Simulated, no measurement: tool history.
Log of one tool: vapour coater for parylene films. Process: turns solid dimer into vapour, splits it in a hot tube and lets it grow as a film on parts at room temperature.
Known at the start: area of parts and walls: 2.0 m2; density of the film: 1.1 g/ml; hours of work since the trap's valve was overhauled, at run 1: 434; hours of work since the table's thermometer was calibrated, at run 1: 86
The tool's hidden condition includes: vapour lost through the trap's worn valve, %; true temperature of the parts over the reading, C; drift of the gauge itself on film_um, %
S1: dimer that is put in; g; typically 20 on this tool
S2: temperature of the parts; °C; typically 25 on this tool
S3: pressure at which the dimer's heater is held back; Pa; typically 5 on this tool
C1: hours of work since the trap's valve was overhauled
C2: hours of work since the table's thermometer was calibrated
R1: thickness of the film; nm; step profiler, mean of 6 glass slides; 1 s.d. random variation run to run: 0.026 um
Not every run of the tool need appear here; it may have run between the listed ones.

run,hour,S1,S2,S3,C1,C2,R1
1,0,20,25,5,434,86,6110
2,15.5,20,25,5,442,94,6140
3,22.9,20,25,5,446,98,6120
4,35.2,20,25,9.87,453,105,5880
5,46.7,20,25,8.36,459,111,5910
6,61.1,20,25,8.36,467,118,5940
7,70.2,20,25,5,472,123,6130
# hour 75: trap's valve overhauled
8,87.8,20,25,5,7,131,5930
9,94.6,20,25,5,10,134,5950
10,109.4,20,25,5,18,142,5900
11,116.2,20,25,5,22,146,5880
# hour 122.4: trap's valve overhauled, once more
12,132.5,20,25,5,5,152,6380
13,148.2,20,25,5,14,161,6400
14,159.2,8,29,6.95,20,167,2170
15,170.1,8,29,6.95,25,172,2180
16,177.3,8,29,6.95,29,176,2180
17,192.5,8,29,6.95,37,184,2170
18,208.9,33,24,6.92,46,193,10620
19,221.6,33,18,6.46,53,200,13360
20,230.3,33,33,8.93,58,205,7690
21,240.9,33,33,8.93,63,210,7720
22,251.6,33,33,8.93,69,216,7740
23,261.6,33,33,8.93,74,221,7650

For each run, the measured value with the value that run would have given without the tool's hidden condition subtracted. The run-to-run variation is shared by both, the gauge scatter possibly not:
run,R1
1,-300
2,-310
3,-310
4,-300
5,-310
6,-310
7,-320
8,-520
9,-510
10,-510
11,-520
12,-20
13,-10
14,-10
15,-10
16,-10
17,-10
18,-50
19,-70
20,-30
21,-40
22,-50
23,-40
